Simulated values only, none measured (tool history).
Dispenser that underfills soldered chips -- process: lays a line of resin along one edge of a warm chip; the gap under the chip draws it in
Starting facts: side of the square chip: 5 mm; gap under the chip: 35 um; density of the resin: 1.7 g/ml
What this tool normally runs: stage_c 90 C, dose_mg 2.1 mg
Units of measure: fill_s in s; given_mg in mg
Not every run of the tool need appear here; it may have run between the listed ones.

run    day  stage_c  dose_mg  fill_s  given_mg
  1      0       90      2.1    56.6      2.02
  2  0.179       90     2.48    61.8      2.41
  3  0.312       90      2.1    69.8      2.02
  4  0.533       90      2.1    84.1      2.01
  5  0.692       90     2.28    92.9       2.2
     0.721  -- new syringe of resin
  6  0.992       90      2.1    68.4         2
  7  1.192       90      2.1    77.7      2.02
     1.438  -- new syringe of resin
  8  1.458       90      2.1    58.3         2
     1.738  -- dispensing valve cleaned and set on the balance
  9  1.738       90      2.1    66.1      2.11
 10  1.988       90      2.1    82.4      2.09
 11  2.154       90      2.1    91.6      2.09
     2.196  -- new syringe of resin
 12  2.358       90      2.1    63.1      2.12
 13  2.512       90      2.1    70.9      2.08
 14  2.771       90      2.1    85.2       2.1
     2.908  -- new syringe of resin
 15  3.033       90     2.54    57.9      2.51
 16  3.288       85     1.97    88.7      1.95
 17  3.475       85     1.97     105      1.95
     3.625  -- new syringe of resin
 18  3.642       93      2.3    50.4      2.26
 19  3.925       87     2.55    74.9      2.51
 20  4.062       80     2.55   107.1      2.51
 21  4.196       85      2.1   101.2      2.08
     4.342  -- new syringe of resin
 22  4.417       93     2.11    53.6      2.06
 23  4.688       89     1.92    77.1       1.9
 24  4.975      103     2.32    55.6      2.27
      5.05  -- new syringe of resin
 25  5.212      103     2.32    40.6      2.24

What would each run have given without the hidden state, its run-to-run variation left as it was?
Unlogged tool condition in this case: resin's viscosity, % of fresh resin's; dose that the valve gives, % of what is set; true chip temperature over the reading, C; drift of the gauge itself on fill_s, %; drift of the gauge itself on given_mg, %.
run  fill_s  given_mg
  1    55.7      2.09
  2    53.3      2.49
  3    54.3      2.09
  4    55.6      2.09
  5    54.9      2.29
  6    55.5      2.09
  7    54.2      2.11
  8    55.4      2.09
  9    53.1      2.11
 10    54.9      2.09
 11    53.8       2.1
 12    54.5      2.13
 13    54.6      2.09
 14    54.1      2.12
 15    51.8      2.53
 16    65.6      1.97
 17    67.5      1.98
 18    48.7      2.29
 19    58.5      2.55
 20    75.3      2.56
 21    64.3      2.12
 22    49.1       2.1
 23    57.7      1.94
 24    33.5      2.32
 25    35.1       2.3
